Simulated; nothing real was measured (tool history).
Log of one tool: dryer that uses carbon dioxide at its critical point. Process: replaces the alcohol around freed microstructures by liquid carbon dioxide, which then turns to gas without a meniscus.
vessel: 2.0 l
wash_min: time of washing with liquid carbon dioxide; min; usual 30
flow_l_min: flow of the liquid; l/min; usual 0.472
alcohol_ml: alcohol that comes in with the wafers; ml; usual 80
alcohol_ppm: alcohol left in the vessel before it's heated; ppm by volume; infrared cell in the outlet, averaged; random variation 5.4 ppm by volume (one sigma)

run,hour,wash_min,flow_l_min,alcohol_ml,alcohol_ppm
1,0,30,0.472,80,197
2,11.9,30,0.472,80,195
3,18,44,0.472,80,50
4,23.1,44,0.472,80,41
5,30.8,30,0.472,51,143
6,41.1,30,0.472,51,145
7,47.9,37,0.472,80,79
8,57.4,37,0.472,80,90
9,69.6,37,0.472,80,79
10,76,30,0.466,80,230
11,81.7,30,0.472,80,214
12,93.2,30,0.472,81,220
13,101.4,30,0.472,80,217
14,107.6,30,0.472,80,216
15,114,33,0.472,80,136
16,123,33,0.472,80,144
17,129.5,30,0.472,80,216
18,136.8,30,0.472,80,208
19,143.3,30,0.472,80,212
20,154.7,30,0.472,80,212
21,166.9,30,0.472,80,228
22,176.4,29,0.472,80,268
23,183,30,0.472,80,217

Run 24 comes next. What will it give?
24,188.1,30,0.472,80,?

alcohol_ppm: 224 ppm by volume
Without the tool's hidden state the same run would have given alcohol_ppm 139 ppm by volume.
